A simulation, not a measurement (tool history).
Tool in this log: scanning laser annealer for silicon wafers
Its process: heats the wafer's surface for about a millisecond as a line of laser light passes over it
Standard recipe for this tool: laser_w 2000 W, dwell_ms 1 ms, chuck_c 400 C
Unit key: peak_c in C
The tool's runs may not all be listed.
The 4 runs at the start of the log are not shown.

run   hour  laser_w  dwell_ms  chuck_c  hours of work since the window was cleaned  hours of work since the power meter was calibrated  hours of work since the optics were aligned  peak_c
  5   60.1     1777         1      400                                         297                                                 363                                          363     998
  6   81.7     1777         1      400                                         307                                                 373                                          373    1001
      88.1  -- window over the wafer cleaned
  7  107.4     2000         1      437                                           9                                                 384                                          384    1103
  8  121.5     2000         1      437                                          16                                                 391                                          391    1103
  9  131.9     2147         1      400                                          20                                                 395                                          395    1115
 10  156.7     2000         1      400                                          32                                                 407                                          407    1064
 11  181.3     2000         1      400                                          43                                                 418                                          418    1064
 12  201.7     2000         1      400                                          53                                                 428                                          428    1063
 13  222.5     2000         1      400                                          63                                                 438                                          438    1061
     226.1  -- window over the wafer cleaned, once more
 14  238.7     2000         1      400                                           6                                                 444                                          444    1103
 15  259.1     2000         1      400                                          15                                                 454                                          454    1107
 16  271.3     2000         1      400                                          21                                                 459                                          459    1101
 17  286.3     2000         1      400                                          28                                                 466                                          466    1104
 18  310.3     2000         1      400                                          39                                                 478                                          478    1098
 19  326.5     2000         1      432                                          47                                                 485                                          485    1133
 20  350.9     2000         1      432                                          58                                                 497                                          497    1131
 21    362     2000         1      400                                          63                                                 502                                          502    1096
 22  375.9     2000         1      405                                          70                                                 508                                          508    1100
 23  394.1     1957      1.09      400                                          78                                                 517                                          517    1115
 24    419     2000      1.03      400                                          90                                                 528                                          528    1105
 25  438.6     1769      1.01      403                                          99                                                 537                                          537    1017
 26  457.4     2052         1      400                                         108                                                 546                                          546    1109

Forecast run 27:
 27  467.8     2034      1.01      436                                         113                                                 551                                          551       ?

peak_c: 1142 C
With the hidden condition absent and the run-to-run variation left alone, this run would have shown peak_c 1164 C.

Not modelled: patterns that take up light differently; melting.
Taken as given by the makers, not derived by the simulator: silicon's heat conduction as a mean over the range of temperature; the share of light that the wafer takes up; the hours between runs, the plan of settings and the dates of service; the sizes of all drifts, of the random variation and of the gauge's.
